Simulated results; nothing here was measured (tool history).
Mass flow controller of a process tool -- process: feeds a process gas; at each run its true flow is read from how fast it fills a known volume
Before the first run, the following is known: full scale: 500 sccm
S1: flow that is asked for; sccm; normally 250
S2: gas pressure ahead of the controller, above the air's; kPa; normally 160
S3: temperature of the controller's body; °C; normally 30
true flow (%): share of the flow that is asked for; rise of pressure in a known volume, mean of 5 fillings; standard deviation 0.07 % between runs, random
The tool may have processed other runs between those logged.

run 1 day=0 | S1=250 S2=160 S3=30 | true_flow_(%)=97.77
run 2 day=17.271 | S1=250 S2=160 S3=30 | true_flow_(%)=97.85
run 3 day=28.625 | S1=250 S2=160 S3=30 | true_flow_(%)=98.01
run 4 day=42.412 | S1=250 S2=160 S3=30 | true_flow_(%)=98.03
run 5 day=52.775 | S1=250 S2=160 S3=30 | true_flow_(%)=98.15
run 6 day=61.333 | S1=250 S2=160 S3=30 | true_flow_(%)=98.07
run 7 day=80.888 | S1=250 S2=160 S3=30 | true_flow_(%)=98.15
run 8 day=97.417 | S1=250 S2=160 S3=24 | true_flow_(%)=98.72
run 9 day=112.517 | S1=53 S2=160 S3=24 | true_flow_(%)=99.4
run 10 day=127.517 | S1=250 S2=160 S3=30 | true_flow_(%)=98.54
run 11 day=138.55 | S1=250 S2=160 S3=30 | true_flow_(%)=98.43
run 12 day=153.783 | S1=250 S2=160 S3=30 | true_flow_(%)=98.42
run 13 day=171.375 | S1=250 S2=169 S3=30 | true_flow_(%)=98.74
run 14 day=185.971 | S1=250 S2=160 S3=30 | true_flow_(%)=98.56
run 15 day=197.179 | S1=250 S2=160 S3=30 | true_flow_(%)=98.71
run 16 day=212.512 | S1=250 S2=160 S3=30 | true_flow_(%)=98.73
run 17 day=227.138 | S1=250 S2=160 S3=30 | true_flow_(%)=98.77
run 18 day=239.846 | S1=250 S2=160 S3=40 | true_flow_(%)=97.98
run 19 day=258.658 | S1=250 S2=160 S3=40 | true_flow_(%)=98.2
run 20 day=270.708 | S1=250 S2=160 S3=30 | true_flow_(%)=98.97
run 21 day=282.021 | S1=250 S2=160 S3=30 | true_flow_(%)=99.04
run 22 day=294.188 | S1=250 S2=160 S3=30 | true_flow_(%)=99.14
-- day=295.679 controller's zero set anew
run 23 day=306.388 | S1=250 S2=160 S3=30 | true_flow_(%)=99.85
run 24 day=319.554 | S1=265 S2=160 S3=21 | true_flow_(%)=100.52
run 25 day=330.142 | S1=265 S2=160 S3=21 | true_flow_(%)=100.55
run 26 day=341.962 | S1=265 S2=160 S3=21 | true_flow_(%)=100.62
-- day=345.421 controller's zero set anew, once more
run 27 day=357.088 | S1=265 S2=160 S3=21 | true_flow_(%)=99.13
run 28 day=375.225 | S1=201 S2=203 S3=29 | true_flow_(%)=98.38
run 29 day=385.554 | S1=201 S2=203 S3=29 | true_flow_(%)=98.61
run 30 day=405.162 | S1=121 S2=174 S3=24 | true_flow_(%)=98.35
run 31 day=413.5 | S1=99 S2=152 S3=21 | true_flow_(%)=98.48
run 32 day=425.304 | S1=99 S2=152 S3=21 | true_flow_(%)=98.59
run 33 day=441.492 | S1=99 S2=152 S3=21 | true_flow_(%)=98.64
run 34 day=457.45 | S1=104 S2=151 S3=21 | true_flow_(%)=98.84
run 35 day=468.525 | S1=104 S2=151 S3=21 | true_flow_(%)=98.96
run 36 day=485.046 | S1=104 S2=151 S3=21 | true_flow_(%)=98.91
run 37 day=496.167 | S1=58 S2=160 S3=22 | true_flow_(%)=99.72
run 38 day=514.412 | S1=250 S2=254 S3=29 | true_flow_(%)=99.88
run 39 day=528.733 | S1=103 S2=211 S3=20 | true_flow_(%)=100.17
run 40 day=545.817 | S1=103 S2=211 S3=20 | true_flow_(%)=100.29
run 41 day=558.138 | S1=103 S2=211 S3=20 | true_flow_(%)=100.28
run 42 day=566.433 | S1=79 S2=160 S3=29 | true_flow_(%)=99.45
run 43 day=582.75 | S1=360 S2=239 S3=30 | true_flow_(%)=100.45
run 44 day=601.583 | S1=375 S2=178 S3=30 | true_flow_(%)=100.11
run 45 day=618.367 | S1=396 S2=144 S3=34 | true_flow_(%)=99.63
run 46 day=629.908 | S1=85 S2=265 S3=30 | true_flow_(%)=100.76

Same runs, no hidden state in the tool, same run-to-run variation:
The hidden state here: flow at rest that the sensor doesn't see, % of full scale; true flow over the shown one, %; drift of the gauge itself on true_pct, %.
run=1 true_flow_(%)=97.51
run=2 true_flow_(%)=97.51
run=3 true_flow_(%)=97.62
run=4 true_flow_(%)=97.58
run=5 true_flow_(%)=97.66
run=6 true_flow_(%)=97.54
run=7 true_flow_(%)=97.54
run=8 true_flow_(%)=98.04
run=9 true_flow_(%)=96.84
run=10 true_flow_(%)=97.73
run=11 true_flow_(%)=97.57
run=12 true_flow_(%)=97.5
run=13 true_flow_(%)=97.74
run=14 true_flow_(%)=97.49
run=15 true_flow_(%)=97.6
run=16 true_flow_(%)=97.55
run=17 true_flow_(%)=97.52
run=18 true_flow_(%)=96.68
run=19 true_flow_(%)=96.82
run=20 true_flow_(%)=97.54
run=21 true_flow_(%)=97.56
run=22 true_flow_(%)=97.61
run=23 true_flow_(%)=97.75
run=24 true_flow_(%)=98.44
run=25 true_flow_(%)=98.43
run=26 true_flow_(%)=98.46
run=27 true_flow_(%)=98.44
run=28 true_flow_(%)=97.58
run=29 true_flow_(%)=97.77
run=30 true_flow_(%)=97.27
run=31 true_flow_(%)=97.25
run=32 true_flow_(%)=97.27
run=33 true_flow_(%)=97.18
run=34 true_flow_(%)=97.29
run=35 true_flow_(%)=97.32
run=36 true_flow_(%)=97.14
run=37 true_flow_(%)=97.08
run=38 true_flow_(%)=98.51
run=39 true_flow_(%)=98.02
run=40 true_flow_(%)=98.01
run=41 true_flow_(%)=97.9
run=42 true_flow_(%)=96.57
run=43 true_flow_(%)=98.98
run=44 true_flow_(%)=98.59
run=45 true_flow_(%)=98.08
run=46 true_flow_(%)=97.39
